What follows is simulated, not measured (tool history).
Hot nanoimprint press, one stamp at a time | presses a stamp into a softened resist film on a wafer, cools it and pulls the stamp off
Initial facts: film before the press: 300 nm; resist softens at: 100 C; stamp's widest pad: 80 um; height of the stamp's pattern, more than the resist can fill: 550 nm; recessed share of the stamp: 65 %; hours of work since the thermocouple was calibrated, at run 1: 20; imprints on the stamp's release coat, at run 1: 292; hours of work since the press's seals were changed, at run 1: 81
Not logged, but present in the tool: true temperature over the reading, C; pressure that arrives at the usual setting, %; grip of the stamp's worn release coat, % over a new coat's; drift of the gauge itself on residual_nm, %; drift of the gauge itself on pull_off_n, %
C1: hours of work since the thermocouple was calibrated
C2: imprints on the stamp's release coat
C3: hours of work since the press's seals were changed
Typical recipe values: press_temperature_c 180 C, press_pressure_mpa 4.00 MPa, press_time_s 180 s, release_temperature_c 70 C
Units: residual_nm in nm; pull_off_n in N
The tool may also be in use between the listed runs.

Run 1, hour 0.0: usual settings; C1 20; C2 292; C3 81. Result: residual_nm 173.7 nm, pull_off_n 161 N.
Run 2, hour 5.2: usual settings but press_pressure_mpa 5.20 MPa; C1 22; C2 304; C3 83. Result: residual_nm 153.1 nm, pull_off_n 164 N.
Run 3, hour 11.7: usual settings but press_pressure_mpa 5.20 MPa; C1 25; C2 320; C3 86. Result: residual_nm 152.0 nm, pull_off_n 160 N.
Run 4, hour 21.3: usual settings but press_pressure_mpa 5.99 MPa; C1 29; C2 344; C3 90. Result: residual_nm 141.5 nm, pull_off_n 162 N.
Run 5, hour 31.2: usual settings; C1 33; C2 368; C3 94. Result: residual_nm 174.0 nm, pull_off_n 161 N.
Run 6, hour 38.0: usual settings but press_temperature_c 184 C; C1 36; C2 385; C3 97. Result: residual_nm 161.3 nm, pull_off_n 157 N.
Run 7, hour 44.3: usual settings; C1 38; C2 400; C3 100. Result: residual_nm 174.5 nm, pull_off_n 161 N.
Run 8, hour 54.3: usual settings; C1 43; C2 425; C3 104. Result: residual_nm 174.9 nm, pull_off_n 161 N.
Run 9, hour 62.9: usual settings; C1 46; C2 446; C3 108. Result: residual_nm 174.3 nm, pull_off_n 159 N.
Run 10, hour 69.6: usual settings; C1 49; C2 462; C3 110. Result: residual_nm 175.8 nm, pull_off_n 162 N.
Run 11, hour 80.7: usual settings but release_temperature_c 66 C; C1 54; C2 490; C3 115. Result: residual_nm 174.2 nm, pull_off_n 160 N.
Run 12, hour 90.9: usual settings but release_temperature_c 66 C; C1 58; C2 515; C3 119. Result: residual_nm 174.9 nm, pull_off_n 164 N.
Run 13, hour 96.7: usual settings but release_temperature_c 66 C; C1 61; C2 529; C3 122. Result: residual_nm 174.3 nm, pull_off_n 166 N.
Run 14, hour 101.8: usual settings but release_temperature_c 66 C; C1 63; C2 542; C3 124. Result: residual_nm 174.2 nm, pull_off_n 165 N.
Run 15, hour 110.7: usual settings but release_temperature_c 66 C; C1 67; C2 563; C3 128. Result: residual_nm 174.9 nm, pull_off_n 164 N.
Run 16, hour 117.3: usual settings but release_temperature_c 66 C; C1 69; C2 580; C3 131. Result: residual_nm 174.5 nm, pull_off_n 163 N.
Run 17, hour 127.2: usual settings but release_temperature_c 66 C; C1 74; C2 604; C3 135. Result: residual_nm 175.3 nm, pull_off_n 165 N.
Run 18, hour 135.4: usual settings but release_temperature_c 66 C; C1 77; C2 624; C3 138. Result: residual_nm 174.8 nm, pull_off_n 164 N.
Run 19, hour 140.4: usual settings but press_temperature_c 192 C, press_time_s 195 s, release_temperature_c 55 C; C1 79; C2 636; C3 140. Result: residual_nm 133.5 nm, pull_off_n 176 N.
Run 20, hour 147.6: usual settings but press_temperature_c 192 C, press_time_s 195 s, release_temperature_c 55 C; C1 82; C2 654; C3 143. Result: residual_nm 133.4 nm, pull_off_n 175 N.
Run 21, hour 154.1: usual settings but press_pressure_mpa 3.17 MPa; C1 85; C2 670; C3 146. Result: residual_nm 194.1 nm, pull_off_n 159 N.
Run 22, hour 161.7: usual settings but press_pressure_mpa 3.17 MPa; C1 88; C2 689; C3 149. Result: residual_nm 194.0 nm, pull_off_n 158 N.
Run 23, hour 171.7: usual settings but press_temperature_c 187 C, press_pressure_mpa 2.99 MPa, press_time_s 93 s, release_temperature_c 72 C; C1 92; C2 713; C3 154. Result: residual_nm 208.0 nm, pull_off_n 157 N.
Run 24, hour 180.3: usual settings but press_temperature_c 187 C, press_pressure_mpa 2.99 MPa, press_time_s 301 s, release_temperature_c 67 C; C1 96; C2 734; C3 157. Result: residual_nm 150.5 nm, pull_off_n 164 N.
Run 25, hour 189.1: usual settings but press_temperature_c 187 C, press_pressure_mpa 2.99 MPa, press_time_s 301 s, release_temperature_c 67 C; C1 100; C2 756; C3 161. Result: residual_nm 150.7 nm, pull_off_n 164 N.
Run 26, hour 193.7: usual settings but press_temperature_c 173 C, press_pressure_mpa 2.70 MPa, press_time_s 172 s, release_temperature_c 63 C; C1 102; C2 767; C3 163. Result: residual_nm 232.8 nm, pull_off_n 165 N.
At hour 205.8: stamp cleaned and given a new release coat.
Run 27, hour 206.0: usual settings but press_temperature_c 169 C, press_pressure_mpa 4.72 MPa, press_time_s 303 s, release_temperature_c 67 C; C1 104; C2 1; C3 166. Result: residual_nm 177.1 nm, pull_off_n 164 N.
Run 28, hour 213.0: usual settings but press_temperature_c 169 C, press_pressure_mpa 4.88 MPa, press_time_s 303 s, release_temperature_c 67 C; C1 107; C2 18; C3 169. Result: residual_nm 173.9 nm, pull_off_n 160 N.
Run 29, hour 218.8: usual settings but press_temperature_c 169 C, press_pressure_mpa 3.17 MPa, press_time_s 303 s, release_temperature_c 71 C; C1 110; C2 32; C3 171. Result: residual_nm 209.7 nm, pull_off_n 159 N.
Run 30, hour 227.5: usual settings but press_pressure_mpa 3.11 MPa, press_time_s 163 s, release_temperature_c 76 C; C1 114; C2 54; C3 175. Result: residual_nm 199.7 nm, pull_off_n 153 N.

Across each entry between runs, compare the hidden state at the last listed run before it with the hidden state at the first listed run after it:
From run 26 to run 27: stamp cleaned and given a new release coat (hour 205.8)
  grip of the stamp's worn release coat, % over a new coat's: 0.3 -> 0
